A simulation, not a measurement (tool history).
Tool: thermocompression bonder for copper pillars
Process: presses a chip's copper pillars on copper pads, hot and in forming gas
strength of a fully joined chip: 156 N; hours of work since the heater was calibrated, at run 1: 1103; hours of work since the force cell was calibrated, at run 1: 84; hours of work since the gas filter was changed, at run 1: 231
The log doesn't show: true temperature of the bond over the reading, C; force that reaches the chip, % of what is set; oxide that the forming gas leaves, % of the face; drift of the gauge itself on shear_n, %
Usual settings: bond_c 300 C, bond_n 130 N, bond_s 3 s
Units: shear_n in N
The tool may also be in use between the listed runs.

run   hour  bond_c  bond_n  bond_s  hours of work since the heater was calibrated  hours of work since the force cell was calibrated  hours of work since the gas filter was changed  shear_n
  1    0.0     300     130       3                                           1103                                                 84                                             231     98.3
  2   15.6     300     130       3                                           1113                                                 93                                             240     96.8
      19.0  -- heater calibrated with a thermocouple chip
  3   33.0     300     130       3                                              9                                                103                                             250     93.0
  4   54.0     300     130       9                                             22                                                116                                             263    122.7
  5   66.4     300     130       9                                             29                                                123                                             270    123.2
  6   80.8     300     130       9                                             38                                                132                                             279    120.6
  7  100.6     300     130       3                                             50                                                145                                             291     93.7
  8  121.2     300     130       3                                             63                                                157                                             304     93.2
  9  138.0     300     130       3                                             73                                                168                                             314     92.3
 10  155.5     300     130       3                                             84                                                178                                             325     93.3
 11  175.3     300     130       2                                             96                                                191                                             338     80.7
 12  197.8     300     130       3                                            110                                                205                                             351     92.5
 13  212.1     300     130       3                                            119                                                213                                             360     93.4
 14  225.0     300     130       3                                            127                                                221                                             368     92.1
 15  243.5     300     130       3                                            139                                                233                                             380     92.0
 16  262.8     300     130       3                                            150                                                245                                             392     93.0
     273.0  -- forming gas filter changed
 17  273.0     300     130       3                                            156                                                251                                               0     95.6
 18  284.5     300     130       3                                            164                                                258                                               7     98.6
 19  295.6     313     130       5                                            170                                                265                                              14    118.6
 20  308.3     313      82       6                                            178                                                272                                              22     93.8
 21  321.5     313      82       6                                            186                                                281                                              30     94.2
 22  336.5     300     142       3                                            196                                                290                                              39    101.2
 23  349.5     300     142       3                                            204                                                298                                              47    102.6
 24  360.4     300     130       3                                            210                                                305                                              54     97.2
 25  372.3     319     130       2                                            218                                                312                                              61     98.3
 26  391.2     300      90       4                                            229                                                324                                              73     79.4
 27  401.0     284     148       4                                            235                                                330                                              79    101.3
 28  423.5     308     109       4                                            249                                                343                                              93     98.7
 29  444.2     308     195       6                                            262                                                356                                             106    138.9
 30  454.1     302     133       2                                            268                                                362                                             112     86.4
 31  474.9     306      97       4                                            281                                                375                                             125     85.8
 32  491.7     298     105       5                                            291                                                386                                             135     93.9
 33  508.8     311      89       2                                            302                                                396                                             145     66.8
 34  529.2     276     161       2                                            315                                                409                                             158     80.3
 35  546.4     323      93       2                                            325                                                419                                             169     78.4

4 ways to go on from here, each from the tool as it stands after run 35. What would each give?
  A  569.1     304      97       2                                            339                                                433                                             183        ?
  B  569.1     300     130       2                                            339                                                433                                             183        ?
  C  569.1     313     129       4                                            339                                                433                                             183        ?
  D  569.1     313     156       2                                            339                                                433                                             183        ?

run  shear_n
  A     68.6
  B     83.4
  C    109.3
  D    105.2
Without the tool's hidden state the same runs would have given:
run  shear_n
  A     70.8
  B     86.1
  C    112.7
  D    108.5
